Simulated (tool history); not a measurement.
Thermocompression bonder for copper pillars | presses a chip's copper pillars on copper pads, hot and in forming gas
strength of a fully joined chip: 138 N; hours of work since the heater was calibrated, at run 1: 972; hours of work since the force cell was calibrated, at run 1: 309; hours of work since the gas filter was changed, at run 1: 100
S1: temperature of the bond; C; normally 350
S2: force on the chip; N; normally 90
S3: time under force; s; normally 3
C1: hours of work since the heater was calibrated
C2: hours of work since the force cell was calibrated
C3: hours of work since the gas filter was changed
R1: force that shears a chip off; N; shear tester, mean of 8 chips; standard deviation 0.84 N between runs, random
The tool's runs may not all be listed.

run	hour	S1	S2	S3	C1	C2	C3	R1
1	0	350	90	3	972	309	100	80.8
2	10.2	350	90	3	978	316	107	80.9
3	22.7	350	90	3	987	324	115	80.2
4	33.2	350	90	3	994	331	122	79.2
# hour 47.1: forming gas filter changed
5	50.7	350	90	3	1006	343	2	85.9
6	72.2	350	90	3	1020	357	17	85.5
7	83.2	350	90	5	1028	365	24	96.8
8	99.2	358	90	3	1038	376	35	91
9	113.8	358	90	3	1048	385	45	91.2
10	129.7	358	90	3	1059	396	56	87.7
11	145.6	358	90	3	1070	407	67	88.9
12	160.5	365	90	3	1080	417	77	94.1
13	182.1	365	90	3	1095	432	91	93.6
14	196.2	350	90	3	1104	441	101	81.2
15	209.5	350	90	3	1113	450	110	80.4
16	220.6	350	90	3	1121	458	118	79.6
17	232.8	350	90	3	1129	466	126	79.2
# hour 241.9: forming gas filter changed
18	248	350	90	3	1139	476	4	83.7
19	264.1	350	90	3	1150	487	15	83.1
20	275.6	350	90	3	1158	495	23	83.6
21	296.3	335	61	2	1172	509	37	39.3

Run 22 comes next. What will it give?
22	307.4	377	129	7	1179	516	44	?

R1: 130.1 N
If the tool had no hidden condition, the same run with the same run-to-run variation would have returned R1 134.6 N.
